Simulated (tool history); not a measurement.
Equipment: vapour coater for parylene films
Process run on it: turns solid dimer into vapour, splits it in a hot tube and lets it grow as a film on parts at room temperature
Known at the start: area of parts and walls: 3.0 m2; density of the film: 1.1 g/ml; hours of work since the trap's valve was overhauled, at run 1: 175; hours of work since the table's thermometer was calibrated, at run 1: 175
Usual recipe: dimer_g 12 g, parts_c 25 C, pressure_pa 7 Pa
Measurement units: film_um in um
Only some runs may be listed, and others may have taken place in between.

| run | day | dimer_g | parts_c | pressure_pa | hours of work since the trap's valve was overhauled | hours of work since the table's thermometer was calibrated | film_um |
|---|---|---|---|---|---|---|---|
| 1 | 0 | 12 | 25 | 7 | 175 | 175 | 2.36 |
| 2 | 0.654 | 12 | 25 | 7 | 182 | 182 | 2.39 |
| 3 | 1.246 | 12 | 25 | 7 | 189 | 189 | 2.36 |
| 4 | 2.054 | 12 | 25 | 7 | 198 | 198 | 2.35 |
| 5 | 3.071 | 12 | 25 | 7 | 209 | 209 | 2.34 |
| 6 | 3.725 | 12 | 19 | 7 | 217 | 217 | 2.65 |
| 7 | 4.654 | 12 | 19 | 7 | 227 | 227 | 2.65 |
| 8 | 5.425 | 12 | 25 | 7 | 236 | 236 | 2.34 |
| 9 | 5.962 | 6 | 25 | 7 | 242 | 242 | 1.18 |
| 10 | 6.562 | 5 | 25 | 7 | 249 | 249 | 0.98 |
|  | 7.342 | trap's valve overhauled |
| 11 | 7.396 | 5 | 25 | 7 | 1 | 257 | 1.03 |
| 12 | 8.346 | 12 | 25 | 7 | 11 | 267 | 2.46 |
| 13 | 9.004 | 11 | 25 | 7 | 19 | 275 | 2.25 |
| 14 | 9.725 | 12 | 25 | 7 | 27 | 283 | 2.47 |
| 15 | 10.592 | 12 | 25 | 7.9 | 37 | 293 | 2.43 |
| 16 | 11.054 | 12 | 25 | 7.9 | 42 | 298 | 2.44 |
| 17 | 12.042 | 12 | 25 | 7.9 | 53 | 309 | 2.42 |
| 18 | 12.808 | 12 | 25 | 7.9 | 62 | 318 | 2.41 |
| 19 | 13.754 | 6 | 19 | 4.96 | 73 | 329 | 1.4 |
| 20 | 14.433 | 19 | 18 | 2.35 | 80 | 336 | 4.72 |
| 21 | 15.312 | 19 | 25 | 2.35 | 90 | 346 | 4.11 |
| 22 | 15.796 | 19 | 25 | 2.35 | 96 | 352 | 4.08 |
| 23 | 16.471 | 20 | 25 | 10.19 | 103 | 360 | 3.94 |
| 24 | 17.017 | 12 | 25 | 5.41 | 110 | 366 | 2.45 |
| 25 | 17.842 | 12 | 25 | 5.41 | 119 | 375 | 2.47 |
| 26 | 18.371 | 12 | 25 | 5.41 | 125 | 381 | 2.44 |
| 27 | 19.392 | 10 | 20 | 8.01 | 137 | 393 | 2.18 |
| 28 | 19.862 | 10 | 20 | 8.01 | 142 | 398 | 2.19 |
| 29 | 20.379 | 15 | 30 | 3.83 | 148 | 404 | 2.81 |
| 30 | 21.296 | 15 | 30 | 3.83 | 158 | 414 | 2.83 |
| 31 | 21.954 | 20 | 20 | 5.09 | 166 | 422 | 4.47 |
| 32 | 22.979 | 20 | 20 | 5.09 | 177 | 433 | 4.44 |
| 33 | 23.479 | 8 | 25 | 8.27 | 183 | 439 | 1.56 |
| 34 | 24.175 | 12 | 33 | 11.5 | 191 | 447 | 1.98 |
| 35 | 25.071 | 10 | 33 | 3.3 | 201 | 457 | 1.75 |
| 36 | 25.958 | 10 | 18 | 2.57 | 211 | 467 | 2.38 |

Hidden state at the last listed run before each entry between runs and at the first one after, where it differs:
Logged between run 10 and run 11: trap's valve overhauled (day 7.342)
  vapour lost through the trap's worn valve, %: 6.2 -> 0.6
  measured result minus the result with no hidden state, film_um: -0.06 -> -0.01 um
